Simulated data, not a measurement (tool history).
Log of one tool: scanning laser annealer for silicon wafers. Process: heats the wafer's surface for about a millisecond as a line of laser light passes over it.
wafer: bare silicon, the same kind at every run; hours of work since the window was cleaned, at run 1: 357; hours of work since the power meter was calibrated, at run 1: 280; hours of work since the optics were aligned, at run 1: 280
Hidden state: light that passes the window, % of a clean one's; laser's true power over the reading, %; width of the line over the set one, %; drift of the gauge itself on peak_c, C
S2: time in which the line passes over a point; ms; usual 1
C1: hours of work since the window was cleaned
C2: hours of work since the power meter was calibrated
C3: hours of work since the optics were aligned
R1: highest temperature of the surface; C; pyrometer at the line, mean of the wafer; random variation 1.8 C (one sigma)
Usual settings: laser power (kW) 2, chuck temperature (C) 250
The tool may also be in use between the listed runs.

Run 1, day 0: usual settings; C1 357; C2 280; C3 280. Result: R1 923 C.
Run 2, day 0.938: usual settings but laser power (kW) 2.029; C1 367; C2 289; C3 289. Result: R1 938 C.
Run 3, day 2.508: usual settings but laser power (kW) 2.029; C1 383; C2 305; C3 305. Result: R1 938 C.
Run 4, day 3.458: usual settings but chuck temperature (C) 232; C1 392; C2 315; C3 315. Result: R1 901 C.
At day 4.092: window over the wafer cleaned.
Run 5, day 5.112: usual settings but chuck temperature (C) 232; C1 10; C2 331; C3 331. Result: R1 924 C.
Run 6, day 6.633: usual settings; C1 26; C2 346; C3 346. Result: R1 944 C.
Run 7, day 7.558: usual settings; C1 35; C2 356; C3 356. Result: R1 941 C.
Run 8, day 8.575: usual settings but laser power (kW) 1.803; C1 46; C2 366; C3 366. Result: R1 854 C.
Run 9, day 10.125: usual settings but laser power (kW) 1.803; C1 61; C2 382; C3 382. Result: R1 855 C.
Run 10, day 11.838: usual settings; C1 79; C2 399; C3 399. Result: R1 934 C.
Run 11, day 13.462: usual settings but S2 1.2 ms; C1 95; C2 416; C3 416. Result: R1 1002 C.
Run 12, day 14.975: usual settings but S2 1.2 ms; C1 111; C2 431; C3 431. Result: R1 1004 C.
Run 13, day 16.229: usual settings but S2 1.2 ms; C1 123; C2 444; C3 444. Result: R1 1000 C.
Run 14, day 17.246: usual settings but S2 1.2 ms; C1 134; C2 454; C3 454. Result: R1 1001 C.
Run 15, day 18.6: usual settings but S2 1.2 ms; C1 148; C2 468; C3 468. Result: R1 1001 C.
Run 16, day 19.779: usual settings but S2 1.2 ms; C1 160; C2 480; C3 480. Result: R1 994 C.
Run 17, day 20.717: usual settings but S2 1.2 ms; C1 169; C2 490; C3 490. Result: R1 998 C.
Run 18, day 21.788: usual settings but S2 0.73 ms; C1 180; C2 501; C3 501. Result: R1 828 C.
Run 19, day 22.579: usual settings but S2 0.73 ms; C1 188; C2 509; C3 509. Result: R1 825 C.
Run 20, day 24.146: usual settings but S2 0.73 ms; C1 204; C2 524; C3 524. Result: R1 826 C.
Run 21, day 25.317: usual settings but S2 0.73 ms; C1 216; C2 536; C3 536. Result: R1 825 C.
Run 22, day 26.775: usual settings but laser power (kW) 1.931, chuck temperature (C) 253; C1 231; C2 551; C3 551. Result: R1 898 C.
Run 23, day 27.896: usual settings but laser power (kW) 1.931, chuck temperature (C) 253; C1 242; C2 563; C3 563. Result: R1 897 C.
Run 24, day 29.633: usual settings but laser power (kW) 1.931, chuck temperature (C) 253; C1 260; C2 580; C3 580. Result: R1 896 C.
Run 25, day 31.021: usual settings but laser power (kW) 1.931, chuck temperature (C) 253; C1 274; C2 594; C3 594. Result: R1 897 C.
Run 26, day 31.888: usual settings but laser power (kW) 2.163, chuck temperature (C) 287; C1 283; C2 603; C3 603. Result: R1 1028 C.
Run 27, day 33.746: usual settings but laser power (kW) 2.098, S2 0.78 ms; C1 301; C2 622; C3 622. Result: R1 877 C.
Run 28, day 35.196: usual settings but laser power (kW) 2.053, S2 1.01 ms, chuck temperature (C) 257; C1 316; C2 637; C3 637. Result: R1 952 C.
Run 29, day 36.583: usual settings but laser power (kW) 2.053, S2 1.01 ms, chuck temperature (C) 257; C1 330; C2 651; C3 651. Result: R1 947 C.
Run 30, day 37.462: usual settings but laser power (kW) 2.053, S2 1.01 ms, chuck temperature (C) 257; C1 339; C2 660; C3 660. Result: R1 950 C.
Run 31, day 38.729: usual settings but laser power (kW) 2.068, chuck temperature (C) 273; C1 352; C2 673; C3 673. Result: R1 967 C.
Run 32, day 40.492: usual settings but laser power (kW) 2.071, chuck temperature (C) 253; C1 370; C2 691; C3 691. Result: R1 946 C.
Run 33, day 42.038: usual settings but laser power (kW) 1.832, chuck temperature (C) 221; C1 386; C2 706; C3 706. Result: R1 816 C.
Run 34, day 42.8: usual settings but laser power (kW) 1.979, S2 1.12 ms, chuck temperature (C) 267; C1 394; C2 714; C3 714. Result: R1 960 C.
At day 43.367: window over the wafer cleaned.
Run 35, day 43.783: usual settings but laser power (kW) 2.093, S2 0.97 ms, chuck temperature (C) 244; C1 4; C2 723; C3 723. Result: R1 955 C.
Run 36, day 45.583: usual settings but laser power (kW) 2.093, S2 0.97 ms, chuck temperature (C) 244; C1 23; C2 742; C3 742. Result: R1 954 C.
Run 37, day 46.492: usual settings but laser power (kW) 2.093, S2 0.97 ms, chuck temperature (C) 244; C1 32; C2 751; C3 751. Result: R1 955 C.
Run 38, day 47.512: usual settings but laser power (kW) 2.141, S2 0.84 ms, chuck temperature (C) 223; C1 42; C2 761; C3 761. Result: R1 899 C.
Run 39, day 48.917: usual settings but laser power (kW) 2.164, S2 0.95 ms; C1 56; C2 775; C3 775. Result: R1 977 C.
Run 40, day 49.979: usual settings but laser power (kW) 1.806, S2 0.74 ms, chuck temperature (C) 219; C1 67; C2 786; C3 786. Result: R1 730 C.

Forecast each of these 5 alternatives for the next run:
Run A, day 50.942: usual settings but laser power (kW) 1.79, S2 0.74 ms, chuck temperature (C) 284; C1 77; C2 796; C3 796. Result: R1 ?.
Run B, day 50.942: usual settings but laser power (kW) 2.031, S2 0.94 ms, chuck temperature (C) 278; C1 77; C2 796; C3 796. Result: R1 ?.
Run C, day 50.942: usual settings but laser power (kW) 1.88, S2 0.91 ms, chuck temperature (C) 215; C1 77; C2 796; C3 796. Result: R1 ?.
Run D, day 50.942: usual settings but S2 1.14 ms; C1 77; C2 796; C3 796. Result: R1 ?.
Run E, day 50.942: usual settings but S2 0.85 ms; C1 77; C2 796; C3 796. Result: R1 ?.

run   R1
  A  788
  B  948
  C  811
  D  976
  E  874
Without the tool's hidden state the same runs would have given:
run    R1
  A   806
  B   972
  C   833
  D  1002
  E   897
